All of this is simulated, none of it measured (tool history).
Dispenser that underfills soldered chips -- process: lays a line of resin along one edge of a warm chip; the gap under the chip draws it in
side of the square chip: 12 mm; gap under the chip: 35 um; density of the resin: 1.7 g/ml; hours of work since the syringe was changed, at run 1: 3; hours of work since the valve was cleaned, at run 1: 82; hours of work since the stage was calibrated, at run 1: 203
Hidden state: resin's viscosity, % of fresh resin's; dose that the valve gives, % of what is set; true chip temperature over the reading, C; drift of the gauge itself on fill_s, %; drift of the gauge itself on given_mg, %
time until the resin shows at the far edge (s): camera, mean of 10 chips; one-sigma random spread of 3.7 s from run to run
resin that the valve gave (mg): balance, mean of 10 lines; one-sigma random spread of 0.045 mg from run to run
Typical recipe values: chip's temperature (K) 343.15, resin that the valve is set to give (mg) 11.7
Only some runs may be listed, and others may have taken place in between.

| run | hour | chip's temperature (K) | resin that the valve is set to give (mg) | hours of work since the syringe was changed | hours of work since the valve was cleaned | hours of work since the stage was calibrated | time until the resin shows at the far edge (s) | resin that the valve gave (mg) |
|---|---|---|---|---|---|---|---|---|
| 1 | 0 | 343.15 | 11.7 | 3 | 82 | 203 | 460.5 | 11.22 |
| 2 | 5.6 | 343.15 | 11.7 | 7 | 86 | 207 | 605 | 11.25 |
|  | 9.7 | new syringe of resin |
| 3 | 14.2 | 343.15 | 11.7 | 3 | 92 | 213 | 463.9 | 11.28 |
| 4 | 22 | 343.15 | 11.7 | 9 | 98 | 219 | 683.3 | 11.27 |
|  | 23.4 | new syringe of resin |
| 5 | 28.7 | 343.15 | 11.7 | 4 | 103 | 224 | 487.5 | 11.18 |
|  | 37 | new syringe of resin |
| 6 | 37.2 | 341.15 | 11.7 | 0 | 109 | 230 | 407.2 | 11.13 |
| 7 | 45.2 | 350.15 | 11.7 | 6 | 115 | 236 | 434.9 | 11.16 |
|  | 50.6 | new syringe of resin |
| 8 | 50.6 | 350.15 | 11.7 | 0 | 118 | 239 | 302.6 | 11.14 |
| 9 | 57.7 | 343.15 | 11.7 | 5 | 123 | 244 | 526.6 | 11.04 |
|  | 64.2 | new syringe of resin |
| 10 | 66 | 343.15 | 11.7 | 1 | 129 | 250 | 417.6 | 11.17 |
|  | 72.9 | dispensing valve cleaned and set on the balance |
| 11 | 73.7 | 343.15 | 11.7 | 6 | 1 | 255 | 562.6 | 11.67 |
|  | 78.9 | new syringe of resin |
| 12 | 81.3 | 356.15 | 11.7 | 2 | 6 | 260 | 276.9 | 11.66 |
| 13 | 87 | 354.15 | 11.7 | 6 | 10 | 265 | 391.6 | 11.67 |
|  | 92.7 | new syringe of resin |
| 14 | 95 | 354.15 | 11.7 | 2 | 16 | 270 | 298 | 11.67 |
| 15 | 102.6 | 337.15 | 11.7 | 7 | 21 | 276 | 734.6 | 11.59 |
|  | 106.4 | new syringe of resin |
| 16 | 109.5 | 343.15 | 11.4 | 2 | 26 | 281 | 436.3 | 11.27 |
| 17 | 114.5 | 343.15 | 11.7 | 6 | 30 | 284 | 558.2 | 11.6 |
|  | 120.4 | new syringe of resin |
| 18 | 121.6 | 343.15 | 10.1 | 1 | 35 | 289 | 424.1 | 10.01 |
| 19 | 129.7 | 334.15 | 10.1 | 7 | 41 | 295 | 828.4 | 10.03 |
|  | 134.2 | new syringe of resin |
| 20 | 134.8 | 355.15 | 14.7 | 0 | 44 | 299 | 259.2 | 14.44 |
| 21 | 142 | 355.15 | 13.8 | 6 | 49 | 304 | 361 | 13.6 |
| 22 | 145.7 | 330.15 | 10.7 | 8 | 52 | 307 | 1077.7 | 10.49 |
|  | 147.9 | new syringe of resin |
| 23 | 149.8 | 330.15 | 10.7 | 1 | 55 | 309 | 675.6 | 10.52 |
| 24 | 155.1 | 353.15 | 11.7 | 5 | 59 | 313 | 378.9 | 11.37 |

The next listed run, before its measurement:
| 25 | 158.6 | 342.15 | 11.7 | 8 | 61 | 316 | ? | ? |

time until the resin shows at the far edge (s): 642.7
resin that the valve gave (mg): 11.43
Were there no unlogged condition in the tool, this run, its random variation unchanged, would have produced time until the resin shows at the far edge (s) 383.4, resin that the valve gave (mg) 11.71.
